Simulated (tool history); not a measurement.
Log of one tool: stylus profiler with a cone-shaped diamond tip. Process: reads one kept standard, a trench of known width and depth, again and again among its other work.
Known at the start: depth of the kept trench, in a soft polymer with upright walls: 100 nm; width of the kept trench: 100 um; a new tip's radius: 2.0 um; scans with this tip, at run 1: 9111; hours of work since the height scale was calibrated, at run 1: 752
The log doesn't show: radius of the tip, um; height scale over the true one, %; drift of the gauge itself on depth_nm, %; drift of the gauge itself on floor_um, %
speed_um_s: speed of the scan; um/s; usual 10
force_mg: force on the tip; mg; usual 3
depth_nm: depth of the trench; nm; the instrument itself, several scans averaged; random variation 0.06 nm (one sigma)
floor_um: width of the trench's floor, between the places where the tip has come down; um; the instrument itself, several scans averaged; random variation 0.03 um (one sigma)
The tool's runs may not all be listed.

run	hour	speed_um_s	force_mg	scans with this tip	hours of work since the height scale was calibrated	depth_nm	floor_um
1	0	10	3	9111	752	101.15	98.38
2	18.7	10	2.91	9286	766	101.19	98.36
3	29.6	10	2.91	9389	775	101.25	98.39
4	38.6	10	3	9474	782	101.23	98.43
5	50.5	10	3	9585	791	101.2	98.37
6	64.3	10	3	9716	802	101.25	98.44
7	74.1	10	3	9808	809	101.27	98.38
8	89.7	10	3	9955	821	101.09	98.38
9	97.6	10	3	10029	827	101.18	98.4
10	113.8	10	3	10181	840	101.24	98.31
11	132.6	10	3	10358	855	101.16	98.37
12	142.4	10	3	10450	862	101.07	98.33
13	158.2	10	3	10598	874	101.24	98.33
14	175.3	10	3	10759	888	101.28	98.35
15	183.2	10	3	10833	894	101.2	98.33
16	198	23	3	10973	905	101.18	98.3
17	205.9	7	3	11047	911	101.19	98.31
18	223.3	7	3	11211	925	101.19	98.38
19	236.6	7	3	11336	935	101.22	98.29
# hour 238: height scale calibrated on a step standard
20	245.9	7	1.12	11418	6	100.88	98.34
21	265.1	6	3.97	11598	21	101.49	98.36
22	273.8	3	1.33	11681	28	100.99	98.34
23	291	4	3.91	11842	41	101.56	98.34
# hour 303.2: height scale calibrated on a step standard, once more
24	308.1	10	1.83	11999	4	100.62	98.3
25	326	36	2.13	12167	18	100.74	98.2
26	335.1	36	2.13	12252	25	100.68	98.19
27	350	36	2.13	12392	36	100.73	98.14
28	362.4	26	5.87	12509	46	101.61	98.26
29	377.4	10	7.18	12650	58	101.69	98.31
30	387.6	17	2.27	12745	65	100.69	98.19
31	395.8	17	2.27	12822	72	100.83	98.23
32	403.9	14	4.92	12899	78	101.37	98.24
33	417.1	32	1.05	13023	88	100.47	98.1
34	436.2	10	4.6	13202	103	101.28	98.29
35	444.7	5	1.5	13282	110	100.62	98.28
36	462.4	6	8.88	13449	123	101.94	98.28
37	473.3	20	7.04	13551	132	101.77	98.24
38	486.8	14	2.33	13678	142	100.83	98.15
39	500.3	14	2.33	13805	153	100.88	98.22

5 ways to go on from here, each from the tool as it stands after run 39. What would each give?
A	510.6	33	1.09	13902	161	?	?
B	510.6	18	2.68	13902	161	?	?
C	510.6	4	8.45	13902	161	?	?
D	510.6	7	5.5	13902	161	?	?
E	510.6	30	6.73	13902	161	?	?

run	depth_nm	floor_um
A	100.44	98.04
B	100.94	98.2
C	102.01	98.26
D	101.53	98.3
E	101.71	98.23
Without the tool's hidden state the same runs would have given:
run	depth_nm	floor_um
A	100.38	98.49
B	100.88	98.65
C	101.95	98.72
D	101.47	98.76
E	101.65	98.68
